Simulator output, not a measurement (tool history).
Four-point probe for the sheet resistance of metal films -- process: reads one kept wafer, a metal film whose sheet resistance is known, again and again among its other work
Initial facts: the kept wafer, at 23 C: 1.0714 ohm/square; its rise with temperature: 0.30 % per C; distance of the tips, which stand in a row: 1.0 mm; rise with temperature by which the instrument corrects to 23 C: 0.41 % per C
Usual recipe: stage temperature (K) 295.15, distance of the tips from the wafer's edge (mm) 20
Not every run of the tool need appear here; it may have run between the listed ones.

run   hour  stage temperature (K)  distance of the tips from the wafer's edge (mm)  sheet resistance as the instrument gives it (ohm/square)
  1      0                 295.15                                               20                                                  1.059055
  2    8.3                 295.15                                               20                                                  1.059223
  3   26.8                 295.15                                               48                                                  1.057853
  4   40.8                 295.15                                               48                                                  1.057342
  5   59.4                 295.15                                               48                                                  1.057513
  6   68.9                 295.15                                               48                                                  1.057351
  7   77.7                 295.15                                               48                                                  1.056835
  8   92.5                 295.15                                               20                                                  1.058246
  9  109.2                 295.15                                               20                                                   1.05809
 10  118.4                 295.15                                               20                                                  1.057896
 11  130.2                 295.15                                               20                                                  1.057878
 12  148.1                 295.15                                               20                                                  1.057404
 13  158.7                 295.15                                               20                                                  1.057297
 14  172.3                 295.15                                               20                                                  1.057309
 15  191.2                 295.15                                               20                                                  1.057041
 16  203.2                 295.15                                               20                                                  1.057469
 17  212.5                 295.15                                               20                                                  1.057122
 18  230.5                 295.15                                               20                                                  1.056731
 19  244.7                 295.15                                               20                                                  1.056563
     246.6  -- stage's thermometer calibrated
 20  257.9                 295.15                                               20                                                  1.056417
 21  274.6                 295.15                                               20                                                  1.055614
 22  294.1                 295.15                                               20                                                  1.055451
 23  309.8                 294.15                                                4                                                  1.090209
 24  323.4                 298.15                                                6                                                  1.066074
     332.6  -- stage's thermometer calibrated, once more
 25  335.9                 298.15                                                6                                                  1.066301
 26  352.7                 305.15                                               40                                                   1.04276
 27    362                 295.15                                               30                                                  1.054646
 28  369.9                 295.15                                               30                                                   1.05489
 29  386.7                 299.15                                               20                                                  1.050682
 30  396.8                 296.15                                                4                                                  1.086878
 31  415.6                 296.15                                                4                                                  1.087032
 32  432.4                 297.15                                               13                                                  1.054208
 33  440.8                 304.15                                               20                                                  1.044033
 34    456                 293.15                                               46                                                   1.05602
 35  470.4                 293.15                                               46                                                  1.055881
 36  487.9                 300.15                                               17                                                  1.049021
 37  501.6                 300.15                                               17                                                  1.048638
 38    514                 297.15                                               30                                                  1.050531
 39  524.9                 295.15                                               29                                                  1.053454

The next listed run, before its measurement:
 40  538.4                 303.15                                                5                                                         ?

Logged for run 40: sheet resistance as the instrument gives it (ohm/square) 1.064951.
If the tool had no hidden condition, the same run with the same run-to-run variation would have returned sheet resistance as the instrument gives it (ohm/square) 1.08546.
